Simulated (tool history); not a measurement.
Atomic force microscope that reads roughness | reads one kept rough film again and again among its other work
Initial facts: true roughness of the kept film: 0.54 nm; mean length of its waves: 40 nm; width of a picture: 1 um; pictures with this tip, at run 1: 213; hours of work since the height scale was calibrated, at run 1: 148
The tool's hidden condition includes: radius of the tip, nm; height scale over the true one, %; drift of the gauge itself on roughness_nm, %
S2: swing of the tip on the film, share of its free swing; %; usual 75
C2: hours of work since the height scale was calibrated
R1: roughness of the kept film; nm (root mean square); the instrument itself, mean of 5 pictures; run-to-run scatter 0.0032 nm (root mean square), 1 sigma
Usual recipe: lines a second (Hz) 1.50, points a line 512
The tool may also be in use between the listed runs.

{"run": 1, "hour": 0.0, "lines a second (Hz)": 1.5, "S2": 75, "points a line": 512, "pictures with this tip": 213, "C2": 148, "R1": 0.461}
{"run": 2, "hour": 11.1, "lines a second (Hz)": 1.5, "S2": 75, "points a line": 728, "pictures with this tip": 232, "C2": 154, "R1": 0.465}
{"run": 3, "hour": 17.1, "lines a second (Hz)": 1.5, "S2": 57, "points a line": 512, "pictures with this tip": 243, "C2": 158, "R1": 0.482}
{"run": 4, "hour": 30.5, "lines a second (Hz)": 1.03, "S2": 57, "points a line": 512, "pictures with this tip": 267, "C2": 166, "R1": 0.487}
{"run": 5, "hour": 39.5, "lines a second (Hz)": 1.5, "S2": 77, "points a line": 512, "pictures with this tip": 283, "C2": 171, "R1": 0.448}
{"hour": 41.3, "done": "new tip fitted"}
{"run": 6, "hour": 47.3, "lines a second (Hz)": 1.5, "S2": 77, "points a line": 512, "pictures with this tip": 10, "C2": 176, "R1": 0.477}
{"run": 7, "hour": 56.9, "lines a second (Hz)": 1.5, "S2": 77, "points a line": 512, "pictures with this tip": 27, "C2": 182, "R1": 0.469}
{"run": 8, "hour": 63.5, "lines a second (Hz)": 2.13, "S2": 77, "points a line": 512, "pictures with this tip": 39, "C2": 185, "R1": 0.455}
{"run": 9, "hour": 72.6, "lines a second (Hz)": 1.5, "S2": 75, "points a line": 948, "pictures with this tip": 55, "C2": 191, "R1": 0.475}
{"run": 10, "hour": 78.7, "lines a second (Hz)": 1.5, "S2": 75, "points a line": 948, "pictures with this tip": 66, "C2": 195, "R1": 0.476}
{"run": 11, "hour": 85.5, "lines a second (Hz)": 1.5, "S2": 75, "points a line": 948, "pictures with this tip": 79, "C2": 199, "R1": 0.478}
{"run": 12, "hour": 99.8, "lines a second (Hz)": 1.5, "S2": 75, "points a line": 948, "pictures with this tip": 104, "C2": 207, "R1": 0.472}
{"run": 13, "hour": 108.9, "lines a second (Hz)": 1.5, "S2": 75, "points a line": 948, "pictures with this tip": 120, "C2": 213, "R1": 0.477}
{"run": 14, "hour": 116.3, "lines a second (Hz)": 1.48, "S2": 71, "points a line": 853, "pictures with this tip": 133, "C2": 217, "R1": 0.481}
{"run": 15, "hour": 125.2, "lines a second (Hz)": 3.85, "S2": 75, "points a line": 769, "pictures with this tip": 149, "C2": 222, "R1": 0.408}
{"run": 16, "hour": 132.8, "lines a second (Hz)": 3.85, "S2": 75, "points a line": 769, "pictures with this tip": 163, "C2": 227, "R1": 0.409}
{"run": 17, "hour": 144.8, "lines a second (Hz)": 3.85, "S2": 75, "points a line": 383, "pictures with this tip": 184, "C2": 234, "R1": 0.408}
{"run": 18, "hour": 153.7, "lines a second (Hz)": 3.08, "S2": 64, "points a line": 601, "pictures with this tip": 200, "C2": 239, "R1": 0.457}
{"run": 19, "hour": 167.5, "lines a second (Hz)": 3.8, "S2": 64, "points a line": 404, "pictures with this tip": 225, "C2": 248, "R1": 0.448}
{"run": 20, "hour": 177.2, "lines a second (Hz)": 1.94, "S2": 60, "points a line": 478, "pictures with this tip": 242, "C2": 253, "R1": 0.482}

5 ways to go on from here, each from the tool as it stands after run 20. What would each give?
{"run": "A", "hour": 191.2, "lines a second (Hz)": 2.11, "S2": 75, "points a line": 379, "pictures with this tip": 267, "C2": 262, "R1": "?"}
{"run": "B", "hour": 191.2, "lines a second (Hz)": 1.8, "S2": 79, "points a line": 422, "pictures with this tip": 267, "C2": 262, "R1": "?"}
{"run": "C", "hour": 191.2, "lines a second (Hz)": 1.12, "S2": 58, "points a line": 478, "pictures with this tip": 267, "C2": 262, "R1": "?"}
{"run": "D", "hour": 191.2, "lines a second (Hz)": 1.94, "S2": 71, "points a line": 478, "pictures with this tip": 267, "C2": 262, "R1": "?"}
{"run": "E", "hour": 191.2, "lines a second (Hz)": 1.5, "S2": 75, "points a line": 369, "pictures with this tip": 267, "C2": 262, "R1": "?"}

run=A R1=0.440
run=B R1=0.436
run=C R1=0.488
run=D R1=0.455
run=E R1=0.452
What these runs would have given with no unlogged condition in the tool:
run=A R1=0.465
run=B R1=0.461
run=C R1=0.516
run=D R1=0.481
run=E R1=0.479

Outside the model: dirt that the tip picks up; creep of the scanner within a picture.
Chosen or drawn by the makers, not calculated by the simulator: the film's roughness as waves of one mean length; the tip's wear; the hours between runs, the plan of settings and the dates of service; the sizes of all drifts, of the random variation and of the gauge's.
